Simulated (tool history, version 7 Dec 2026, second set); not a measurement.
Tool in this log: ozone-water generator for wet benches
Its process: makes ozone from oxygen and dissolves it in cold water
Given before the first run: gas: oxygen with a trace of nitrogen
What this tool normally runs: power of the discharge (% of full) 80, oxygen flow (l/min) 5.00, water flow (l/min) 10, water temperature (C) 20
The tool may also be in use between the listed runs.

run,hour,power of the discharge (% of full),oxygen flow (l/min),water flow (l/min),water temperature (C),dissolved ozone (ppm),ozone in the gas ahead of the water (g/m3)
1,0.0,80,5.00,10,20,26.9,178.2
2,88.6,80,5.00,10,20,26.9,179.1
3,247.1,46,5.00,10,20,18.3,120.7
4,348.3,80,5.00,10,20,26.9,179.1
5,540.5,46,5.00,10,20,17.9,120.8
6,740.4,46,5.00,10,20,18.2,122.6
7,841.9,46,5.00,10,20,18.2,121.2
8,943.6,80,5.00,10,20,26.7,177.8
9,1105.1,80,5.00,10,20,26.4,177.5
10,1230.7,80,5.00,10,12,30.8,177.6
11,1393.7,80,5.00,10,12,30.9,177.0
12,1581.5,80,3.73,10,20,26.6,202.6
13,1728.0,80,3.73,10,20,26.4,201.0
14,1904.8,80,6.45,10,20,25.3,157.4
15,1999.0,80,6.45,10,20,25.7,155.0
16,2166.0,80,6.45,10,28,21.1,155.3
17,2264.9,80,6.45,10,28,21.2,155.7
18,2466.1,45,4.19,6,20,24.3,128.3
19,2636.3,45,4.19,11,20,16.3,128.5
20,2731.8,45,4.19,11,20,16.3,127.8
21,2936.6,80,5.00,11,23,22.4,172.3
22,3044.1,80,5.00,11,23,22.5,174.2
23,3246.3,57,8.02,8,23,20.2,110.9
24,3418.8,47,5.00,10,22,17.1,119.9
25,3603.2,70,2.53,10,20,23.4,214.8
26,3711.3,72,3.51,7,24,28.2,187.8
27,3813.4,53,3.51,8,24,21.1,153.3
# hour 3928.8: water thermometer calibrated
28,3944.8,53,3.51,8,24,21.0,152.4
29,4030.2,53,6.63,9,24,18.0,114.5

Run 30 is up next; what results do you expect?
30,4137.2,76,5.00,10,20,?,?

dissolved ozone (ppm): 24.3
ozone in the gas ahead of the water (g/m3): 163.6
Take away the tool's hidden state, keep the run-to-run variation as it was, and the same run would have given dissolved ozone (ppm) 27.2, ozone in the gas ahead of the water (g/m3) 177.2.

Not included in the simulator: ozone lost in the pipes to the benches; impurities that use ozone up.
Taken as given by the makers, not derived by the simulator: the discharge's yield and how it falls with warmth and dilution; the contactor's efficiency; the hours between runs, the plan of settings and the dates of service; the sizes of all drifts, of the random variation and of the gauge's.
